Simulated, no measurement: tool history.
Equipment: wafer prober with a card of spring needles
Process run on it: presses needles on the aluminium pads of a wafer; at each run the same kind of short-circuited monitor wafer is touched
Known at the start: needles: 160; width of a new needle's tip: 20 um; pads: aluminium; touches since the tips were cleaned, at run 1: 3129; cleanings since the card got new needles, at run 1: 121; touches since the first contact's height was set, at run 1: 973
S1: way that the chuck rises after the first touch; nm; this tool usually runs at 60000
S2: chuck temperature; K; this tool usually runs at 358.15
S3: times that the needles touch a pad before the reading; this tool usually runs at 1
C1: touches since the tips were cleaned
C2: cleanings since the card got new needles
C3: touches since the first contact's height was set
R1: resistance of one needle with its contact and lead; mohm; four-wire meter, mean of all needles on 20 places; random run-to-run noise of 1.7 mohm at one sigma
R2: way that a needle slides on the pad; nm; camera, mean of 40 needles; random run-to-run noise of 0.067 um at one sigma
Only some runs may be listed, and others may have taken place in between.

run     day     S1      S2  S3    C1   C2      C3   R1     R2
  1   0.000  60000  358.15   1  3129  121     973  231  10080
      0.217  -- tips cleaned on abrasive film
      0.700  -- tips cleaned on abrasive film
      1.283  -- tips cleaned on abrasive film
  2   1.367  60000  358.15   1   773  124   13562  198  10060
      1.833  -- tips cleaned on abrasive film
      2.379  -- tips cleaned on abrasive film
      2.917  -- tips cleaned on abrasive film
  3   3.021  70000  358.15   1   966  127   28872  187  11710
      3.467  -- tips cleaned on abrasive film
      4.012  -- tips cleaned on abrasive film
  4   4.379  70000  372.15   1  3415  129   41425  218  11680
      4.542  -- tips cleaned on abrasive film
      5.062  -- tips cleaned on abrasive film
  5   5.171  60000  358.15   1  1006  131   48734  202  10040
      5.617  -- tips cleaned on abrasive film
      6.133  -- tips cleaned on abrasive film
      6.621  -- tips cleaned on abrasive film
  6   6.796  60000  358.15   1  1599  134   63729  211   9920
      7.129  -- tips cleaned on abrasive film
      7.650  -- tips cleaned on abrasive film
      8.150  -- tips cleaned on abrasive film
  7   8.150  60000  358.15   1     0  137   76246  179   9870
      8.696  -- tips cleaned on abrasive film
      9.171  -- tips cleaned on abrasive film
  8   9.512  60000  358.15   1  3175  139   88837  246   9960
      9.725  -- tips cleaned on abrasive film
     10.258  -- tips cleaned on abrasive film
  9  10.692  60000  334.15   1  4019  141   99732  248   9590
     10.808  -- tips cleaned on abrasive film
     11.346  -- tips cleaned on abrasive film
     11.896  -- tips cleaned on abrasive film
 10  12.217  60000  334.15   1  3003  144  113834  234   9860
     12.454  -- tips cleaned on abrasive film
     13.008  -- tips cleaned on abrasive film
 11  13.412  60000  334.15   1  3770  146  124898  250   9800
     13.496  -- tips cleaned on abrasive film
     13.988  -- tips cleaned on abrasive film
     14.512  -- tips cleaned on abrasive film
 12  14.529  60000  358.15   1   173  149  135183  184   9720
     15.000  -- tips cleaned on abrasive film
     15.488  -- tips cleaned on abrasive film
 13  15.488  60000  326.15   1     0  151  144014  172   9790
     15.992  -- tips cleaned on abrasive film
 14  16.442  60000  358.15   1  4197  152  152861  264   9600
     16.562  -- tips cleaned on abrasive film
     16.988  -- height of the first contact set anew
     17.075  -- tips cleaned on abrasive film
     17.604  -- tips cleaned on abrasive film
 15  17.692  60000  358.15   1   794  155    6478  198  10110
     18.154  -- tips cleaned on abrasive film
     18.675  -- tips cleaned on abrasive film
 16  19.017  50000  318.15   2  3206  157   18762  231   8380
     19.212  -- tips cleaned on abrasive film
     19.679  -- tips cleaned on abrasive film
 17  19.788  41000  343.15   2  1002  159   25850  235   6810
     20.192  -- tips cleaned on abrasive film
     20.671  -- tips cleaned on abrasive film
 18  20.946  60000  311.15   1  2544  161   36557  232   9930
     21.154  -- tips cleaned on abrasive film
     21.738  -- tips cleaned on abrasive film
 19  21.958  60000  366.15   3  2058  163   45917  196  10000
     22.271  -- tips cleaned on abrasive film
 20  22.683  71000  322.15   2  3831  164   52627  193  11630
     22.804  -- tips cleaned on abrasive film
     23.325  -- tips cleaned on abrasive film
     23.825  -- card fitted with new needles
     24.371  -- tips cleaned on abrasive film
 21  24.396  55000  317.15   3   241    1    5281  164   9240
     24.908  -- tips cleaned on abrasive film
 22  25.354  41000  318.15   1  4180    2   14188  292   6910
     25.475  -- tips cleaned on abrasive film
     25.946  -- tips cleaned on abrasive film
     26.450  -- tips cleaned on abrasive film
 23  26.738  74000  358.15   2  2682    5   26949  178  12270

What will run 24 give?
     27.008  -- tips cleaned on abrasive film
     27.538  -- tips cleaned on abrasive film
 24  27.629  74000  358.15   2  872   7  35160   ?   ?

R1: 168 mohm
R2: 12410 nm
With no hidden state in the tool, this same run would have given R1 159 mohm, R2 12500 nm.

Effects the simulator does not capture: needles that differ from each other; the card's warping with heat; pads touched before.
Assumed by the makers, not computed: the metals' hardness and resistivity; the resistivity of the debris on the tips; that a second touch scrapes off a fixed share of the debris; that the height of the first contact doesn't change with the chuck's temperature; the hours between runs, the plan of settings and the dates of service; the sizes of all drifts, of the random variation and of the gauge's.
